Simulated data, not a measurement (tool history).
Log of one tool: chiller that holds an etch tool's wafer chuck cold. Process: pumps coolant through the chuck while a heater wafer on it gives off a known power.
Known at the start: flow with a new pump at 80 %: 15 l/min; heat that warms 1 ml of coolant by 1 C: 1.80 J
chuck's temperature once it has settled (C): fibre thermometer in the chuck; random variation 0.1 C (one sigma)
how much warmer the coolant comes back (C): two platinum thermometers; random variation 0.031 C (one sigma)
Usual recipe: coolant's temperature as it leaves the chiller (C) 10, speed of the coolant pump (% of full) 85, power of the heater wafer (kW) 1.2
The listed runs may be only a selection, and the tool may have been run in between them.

| run | hour | coolant's temperature as it leaves the chiller (C) | speed of the coolant pump (% of full) | power of the heater wafer (kW) | chuck's temperature once it has settled (C) | how much warmer the coolant comes back (C) |
|---|---|---|---|---|---|---|
| 1 | 0 | 10 | 85 | 1.2 | 18.8 | 2.48 |
|  | 46.9 | chiller's thermometer calibrated |
| 2 | 102 | 10 | 85 | 1.2 | 18.6 | 2.52 |
| 3 | 155.6 | 10 | 85 | 1.2 | 18.9 | 2.53 |
| 4 | 211.5 | 10 | 85 | 1.2 | 18.8 | 2.51 |
| 5 | 283.7 | 10 | 82 | 1.2 | 19.1 | 2.6 |
| 6 | 338.6 | 10 | 85 | 1.2 | 18.9 | 2.5 |
| 7 | 456 | 10 | 84 | 1.2 | 19.1 | 2.5 |
| 8 | 528.6 | 10 | 84 | 1.2 | 18.8 | 2.51 |
| 9 | 634.9 | 10 | 85 | 1.385 | 20 | 2.89 |
| 10 | 729.2 | 10 | 85 | 1.385 | 20.2 | 2.95 |
| 11 | 828.8 | 10 | 70 | 1.75 | 24.5 | 4.42 |
| 12 | 901.8 | 10 | 70 | 1.768 | 24.8 | 4.47 |
| 13 | 977.4 | 10 | 70 | 1.768 | 24.7 | 4.55 |
| 14 | 1076.7 | 5 | 92 | 1.2 | 13.4 | 2.33 |
| 15 | 1176.5 | 14 | 85 | 1.2 | 22.7 | 2.54 |
| 16 | 1277.1 | 1 | 82 | 0.609 | 5.4 | 1.38 |
| 17 | 1384.4 | 10 | 61 | 1.567 | 24.3 | 4.49 |

Alternative continuations, all from the tool just after run 17; predict every row:
| A | 1449.3 | 13 | 91 | 1.089 | ? | ? |
| B | 1449.3 | 2 | 91 | 1.567 | ? | ? |
| C | 1449.3 | 10 | 61 | 1.2 | ? | ? |
| D | 1449.3 | 6 | 61 | 0.616 | ? | ? |
| E | 1449.3 | 10 | 85 | 0.947 | ? | ? |

| run | chuck's temperature once it has settled (C) | how much warmer the coolant comes back (C) |
|---|---|---|
| A | 20.6 | 2.15 |
| B | 13 | 3.07 |
| C | 21.2 | 3.44 |
| D | 11.7 | 1.78 |
| E | 17 | 2.06 |
Without the tool's unlogged condition, the same runs would have read:
| run | chuck's temperature once it has settled (C) | how much warmer the coolant comes back (C) |
|---|---|---|
| A | 20.5 | 2.14 |
| B | 13 | 3.07 |
| C | 21.1 | 3.44 |
| D | 11.7 | 1.78 |
| E | 16.9 | 2.06 |

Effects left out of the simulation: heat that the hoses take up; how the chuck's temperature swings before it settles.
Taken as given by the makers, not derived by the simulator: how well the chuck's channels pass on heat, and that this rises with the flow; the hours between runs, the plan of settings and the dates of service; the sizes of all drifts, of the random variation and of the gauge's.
